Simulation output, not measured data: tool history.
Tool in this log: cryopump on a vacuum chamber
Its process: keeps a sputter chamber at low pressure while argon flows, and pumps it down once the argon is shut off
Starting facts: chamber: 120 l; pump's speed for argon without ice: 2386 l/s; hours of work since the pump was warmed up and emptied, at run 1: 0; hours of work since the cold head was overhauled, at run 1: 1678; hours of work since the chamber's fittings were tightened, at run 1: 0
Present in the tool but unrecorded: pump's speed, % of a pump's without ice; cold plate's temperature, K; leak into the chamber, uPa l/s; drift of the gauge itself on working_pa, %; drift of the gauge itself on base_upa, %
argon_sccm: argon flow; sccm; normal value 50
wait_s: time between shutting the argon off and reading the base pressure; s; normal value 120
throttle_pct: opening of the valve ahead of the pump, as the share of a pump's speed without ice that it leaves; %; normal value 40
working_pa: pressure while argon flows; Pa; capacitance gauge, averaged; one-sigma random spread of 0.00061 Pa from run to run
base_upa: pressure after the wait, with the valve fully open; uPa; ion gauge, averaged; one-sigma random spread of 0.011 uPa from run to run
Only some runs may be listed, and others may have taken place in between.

run,hour,argon_sccm,wait_s,throttle_pct,hours of work since the pump was warmed up and emptied,hours of work since the cold head was overhauled,hours of work since the chamber's fittings were tightened,working_pa,base_upa
1,0.0,50,120,40,0,1678,0,0.0890,0.56
2,42.3,76,120,40,38,1716,38,0.1353,0.56
3,103.8,76,120,40,93,1771,93,0.1373,0.57
4,167.7,50,120,31,150,1828,150,0.1162,0.57
5,208.0,50,120,31,186,1864,186,0.1175,0.59
6,243.2,50,120,31,218,1896,218,0.1171,0.59
7,314.4,50,120,55,281,1959,281,0.0689,0.56
8,377.7,50,120,40,338,2016,338,0.0922,0.61
9,424.1,23,120,40,379,2057,379,0.0432,0.60
10,483.9,23,21,40,433,2111,433,0.0432,2.45
11,527.4,23,21,40,472,2150,472,0.0437,2.43
12,576.3,23,21,40,515,2194,515,0.0439,2.48
13,624.6,35,106,40,559,2237,559,0.0668,0.68
14,679.8,35,106,40,608,2286,608,0.0681,0.69
15,716.5,35,106,40,641,2319,641,0.0678,0.68
16,761.0,35,106,40,681,2359,681,0.0687,0.70
17,798.7,53,120,46,714,2392,714,0.0924,0.65
18,843.8,53,120,46,755,2433,755,0.0941,0.65

Run 19 has not been measured yet. What should we expect?
# hour 888.6: pump warmed up, emptied and cooled again
19,896.6,35,120,40,7,2476,798,?,?

Run 19 measured working_pa 0.0619 Pa, base_upa 0.60 uPa.
Without the tool's hidden state the same run would have given working_pa 0.0613 Pa, base_upa 0.52 uPa.

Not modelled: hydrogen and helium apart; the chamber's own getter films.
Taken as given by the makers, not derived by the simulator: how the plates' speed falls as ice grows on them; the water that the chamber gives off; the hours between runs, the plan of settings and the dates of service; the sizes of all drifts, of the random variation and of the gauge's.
